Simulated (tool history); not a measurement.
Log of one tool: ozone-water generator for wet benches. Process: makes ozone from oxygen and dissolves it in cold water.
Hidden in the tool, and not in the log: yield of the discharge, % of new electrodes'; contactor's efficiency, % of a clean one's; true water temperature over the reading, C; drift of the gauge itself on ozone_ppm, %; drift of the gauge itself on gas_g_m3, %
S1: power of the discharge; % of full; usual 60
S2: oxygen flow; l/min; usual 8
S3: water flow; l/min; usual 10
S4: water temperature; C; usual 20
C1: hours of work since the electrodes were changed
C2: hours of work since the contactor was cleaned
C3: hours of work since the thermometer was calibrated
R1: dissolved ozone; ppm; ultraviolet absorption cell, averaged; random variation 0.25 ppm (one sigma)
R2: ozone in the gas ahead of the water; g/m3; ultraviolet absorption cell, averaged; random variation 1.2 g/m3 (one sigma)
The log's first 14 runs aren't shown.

run   hour  S1     S2  S3  S4    C1   C2    C3    R1     R2
 15  371.8  60      8  10  20  1289  609  2493  38.3  219.7
 16  406.6  60      8  10  20  1314  634  2518  39.2  219.1
 17  436.9  88      8  10  20  1335  656  2540    54    306
 18  472.5  42   4.96  10  20  1361  681  2566    29    192
 19  496.1  60   5.19   8  20  1378  698  2583  45.1  260.5
 20  515.2  87  13.25   7  25  1392  712  2597  48.9  251.3
 21  547.4  94   9.84  15  24  1415  735  2620  40.6  297.3
 22  582.5  91      8  10  20  1440  760  2645  55.3  316.6
 23  619.3  60      8   6  20  1467  787  2671  47.9  217.3
 24  641.6  60      8   6  13  1483  803  2687  58.2  220.4
 25  671.7  60      8  10  14  1504  824  2709    45  218.2
 26  698.3  86  13.69   9  19  1523  844  2728    52  244.6
 27  714.5  80  12.77  10  16  1535  855  2740  51.2  235.9
 28  730.3  80   8.23   7  16  1546  867  2751  64.2  274.3
 29  756.1  80   8.23   7  16  1565  885  2770  63.9  280.3
 30  785.1  57   7.55  16  20  1586  906  2790  27.8  213.3
 31  802.5  44      8  10  20  1598  918  2803  29.8  165.3
 32  820.9  87   4.46  10  20  1611  932  2816    55  377.6
 33  853.2  60   4.61   8  20  1635  955  2839    45  269.9
 34  889.6  60   4.61   8  20  1661  981  2866  45.8  271.8

3 ways to go on from here, each from the tool as it stands after run 34. What would each give?
  A  913.1  56  10.03   8  20  1678  998  2882   ?   ?
  B  913.1  60   5.53  10  20  1678  998  2882   ?   ?
  C  913.1  60   4.61  10  18  1678  998  2882   ?   ?

run    R1     R2
  A    39    188
  B  39.7  255.4
  C  41.6  272.8
Without the tool's hidden state the same runs would have given:
run    R1     R2
  A    39    188
  B  39.8  255.5
  C  41.6  272.9
